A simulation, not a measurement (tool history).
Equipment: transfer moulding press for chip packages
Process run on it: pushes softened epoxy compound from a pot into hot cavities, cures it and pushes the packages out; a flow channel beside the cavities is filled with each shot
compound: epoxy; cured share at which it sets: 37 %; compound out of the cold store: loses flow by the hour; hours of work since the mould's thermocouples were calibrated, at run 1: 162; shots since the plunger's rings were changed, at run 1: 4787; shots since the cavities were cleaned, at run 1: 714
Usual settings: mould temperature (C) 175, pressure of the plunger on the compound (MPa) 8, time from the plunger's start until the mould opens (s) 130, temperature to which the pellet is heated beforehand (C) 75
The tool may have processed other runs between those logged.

run	hour	mould temperature (C)	pressure of the plunger on the compound (MPa)	time from the plunger's start until the mould opens (s)	temperature to which the pellet is heated beforehand (C)	hours of work since the mould's thermocouples were calibrated	shots since the plunger's rings were changed	shots since the cavities were cleaned	incoming compound's hours out of the cold store	length that the compound runs in the flow channel (mm)	greatest force on the pins that push the packages out (N)
1	0	175	8	130	75	162	4787	714	27.7	863	385
2	6.3	175	8	130	75	165	4830	757	29.6	855	385
3	14.1	175	8	130	75	169	4883	810	26.8	873	389
4	21.9	175	8	130	75	172	4936	863	38.6	831	378
5	34.3	175	8	130	75	178	5021	948	36.1	841	395
6	45.6	175	8	130	75	184	5098	1025	36.6	829	377
# hour 49: cavities cleaned with cleaning compound and waxed
7	53.4	175	8	169	75	187	5140	29	22	905	288
8	63.6	175	8	169	75	191	5210	99	40.6	822	289

For run 9, what comes out?
9	73.2	178	6.29	169	80	196	5276	165	20.9	?	?

length that the compound runs in the flow channel (mm): 788
greatest force on the pins that push the packages out (N): 271
Had the tool carried no hidden state, the very same run would have given length that the compound runs in the flow channel (mm) 789, greatest force on the pins that push the packages out (N) 270.
